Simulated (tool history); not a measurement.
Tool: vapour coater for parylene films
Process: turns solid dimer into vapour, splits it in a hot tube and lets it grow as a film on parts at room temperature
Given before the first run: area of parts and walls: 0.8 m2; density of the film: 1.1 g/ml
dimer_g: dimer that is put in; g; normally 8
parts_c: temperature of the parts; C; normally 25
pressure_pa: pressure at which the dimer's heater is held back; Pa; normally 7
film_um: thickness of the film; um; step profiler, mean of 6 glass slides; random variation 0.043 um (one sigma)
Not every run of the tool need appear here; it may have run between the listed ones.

Run 1, hour 0: usual settings. Result: film_um 4.11 um.
Run 2, hour 26.6: usual settings. Result: film_um 4.08 um.
At hour 33.6: trap's valve overhauled.
Run 3, hour 55.7: usual settings but dimer_g 4 g. Result: film_um 2.4 um.
Run 4, hour 91.1: usual settings. Result: film_um 4.75 um.
Run 5, hour 117.7: usual settings. Result: film_um 4.64 um.
Run 6, hour 149.7: usual settings. Result: film_um 4.55 um.
Run 7, hour 190.9: usual settings. Result: film_um 4.61 um.
Run 8, hour 236.9: usual settings. Result: film_um 4.47 um.
Run 9, hour 287.9: usual settings. Result: film_um 4.47 um.
Run 10, hour 321.5: usual settings but parts_c 30 C. Result: film_um 3.88 um.
Run 11, hour 342.2: usual settings but dimer_g 11 g, parts_c 30 C. Result: film_um 5.28 um.
Run 12, hour 380.7: usual settings but dimer_g 11 g, parts_c 30 C. Result: film_um 5.17 um.
Run 13, hour 431.8: usual settings but pressure_pa 7.81 Pa. Result: film_um 4.26 um.
Run 14, hour 470.2: usual settings but pressure_pa 7.81 Pa. Result: film_um 4.18 um.
At hour 500.3: trap's valve overhauled.
Run 15, hour 501.1: usual settings but pressure_pa 7.81 Pa. Result: film_um 4.8 um.
Run 16, hour 525.8: usual settings but pressure_pa 7.81 Pa. Result: film_um 4.8 um.
Run 17, hour 567.4: usual settings but pressure_pa 7.81 Pa. Result: film_um 4.67 um.
Run 18, hour 588.7: usual settings but pressure_pa 7.81 Pa. Result: film_um 4.66 um.
Run 19, hour 611.5: usual settings but dimer_g 11 g. Result: film_um 6.35 um.
Run 20, hour 652.5: usual settings but dimer_g 5 g, pressure_pa 5.34 Pa. Result: film_um 2.88 um.
Run 21, hour 702.9: usual settings but dimer_g 5 g, pressure_pa 5.34 Pa. Result: film_um 2.87 um.
Run 22, hour 729.2: usual settings but dimer_g 14 g, parts_c 32 C, pressure_pa 2.6 Pa. Result: film_um 7.06 um.
Run 23, hour 778.5: usual settings but dimer_g 6 g, parts_c 28 C, pressure_pa 3.42 Pa. Result: film_um 3.17 um.
Run 24, hour 802.7: usual settings but dimer_g 3 g, parts_c 23 C, pressure_pa 2.11 Pa. Result: film_um 1.9 um.
Run 25, hour 836.7: usual settings but dimer_g 7 g, parts_c 34 C. Result: film_um 2.98 um.
Run 26, hour 871.1: usual settings but dimer_g 7 g, parts_c 34 C. Result: film_um 2.95 um.
Run 27, hour 902.3: usual settings but dimer_g 7 g, parts_c 34 C. Result: film_um 2.91 um.
Run 28, hour 933.9: usual settings but dimer_g 7 g, parts_c 34 C. Result: film_um 2.88 um.
At hour 967.5: trap's valve overhauled.
Run 29, hour 985.9: usual settings but dimer_g 7 g, parts_c 34 C. Result: film_um 3.34 um.
Run 30, hour 1018.2: usual settings but dimer_g 7 g, parts_c 34 C. Result: film_um 3.26 um.
Run 31, hour 1047.5: usual settings but parts_c 19 C, pressure_pa 4.56 Pa. Result: film_um 5.72 um.
Run 32, hour 1082.5: usual settings but dimer_g 4 g, parts_c 27 C, pressure_pa 2.86 Pa. Result: film_um 2.38 um.
Run 33, hour 1117: usual settings but dimer_g 3 g, parts_c 27 C, pressure_pa 2.86 Pa. Result: film_um 1.76 um.

Run 34 comes next. What will it give?
Run 34, hour 1144.7: usual settings but dimer_g 3 g, parts_c 27 C, pressure_pa 2.86 Pa. Result: film_um ?.

For run 34 the tool returned film_um 1.74 um.
On a tool with no hidden condition, and with the same random variation, this run would have come out at film_um 1.8 um.
